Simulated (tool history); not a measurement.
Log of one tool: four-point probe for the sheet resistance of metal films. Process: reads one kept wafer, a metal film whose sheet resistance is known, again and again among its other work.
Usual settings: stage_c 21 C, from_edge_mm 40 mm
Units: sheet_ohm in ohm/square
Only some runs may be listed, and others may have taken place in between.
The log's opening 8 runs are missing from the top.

| run | hour | stage_c | from_edge_mm | touches since the probe head was changed | hours of work since the stage's thermometer was calibrated | sheet_ohm |
|---|---|---|---|---|---|---|
| 9 | 175.5 | 21 | 31 | 3414 | 699 | 3.689443 |
| 10 | 188.1 | 21 | 31 | 3636 | 708 | 3.688748 |
| 11 | 219.1 | 21 | 31 | 4181 | 728 | 3.689860 |
| 12 | 241.3 | 21 | 40 | 4573 | 743 | 3.690151 |
| 13 | 257.6 | 21 | 40 | 4860 | 754 | 3.690585 |
| 14 | 280.3 | 21 | 40 | 5258 | 769 | 3.689557 |
| 15 | 296.7 | 21 | 40 | 5547 | 780 | 3.690506 |
| 16 | 318.3 | 21 | 40 | 5928 | 794 | 3.690457 |
| 17 | 340.1 | 21 | 40 | 6311 | 808 | 3.689712 |
| 18 | 363.1 | 21 | 40 | 6716 | 824 | 3.689396 |
| 19 | 393.9 | 21 | 40 | 7258 | 844 | 3.690672 |
| 20 | 410.7 | 21 | 40 | 7553 | 855 | 3.689154 |
| 21 | 427.1 | 21 | 40 | 7842 | 866 | 3.690744 |
| 22 | 446.5 | 21 | 40 | 8183 | 879 | 3.690346 |
| 23 | 465.4 | 21 | 17 | 8516 | 891 | 3.692157 |
| 24 | 495.7 | 30 | 6 | 9048 | 911 | 3.703158 |
| 25 | 519.0 | 30 | 6 | 9459 | 927 | 3.703789 |
| 26 | 545.6 | 30 | 6 | 9927 | 945 | 3.703370 |
| 27 | 568.6 | 18 | 49 | 10332 | 960 | 3.693512 |
| 28 | 594.8 | 22 | 5 | 10793 | 977 | 3.720650 |
| 29 | 611.5 | 22 | 5 | 11087 | 988 | 3.718499 |
| 30 | 637.0 | 28 | 47 | 11536 | 1005 | 3.682129 |
| 31 | 650.6 | 29 | 26 | 11776 | 1014 | 3.681696 |

Run 32 has not been measured yet. What should we expect?
| 32 | 679.0 | 29 | 26 | 12274 | 1033 | ? |

sheet_ohm: 3.682405 ohm/square
The same run, on a tool lacking any hidden state, would have yielded sheet_ohm 3.677747 ohm/square.
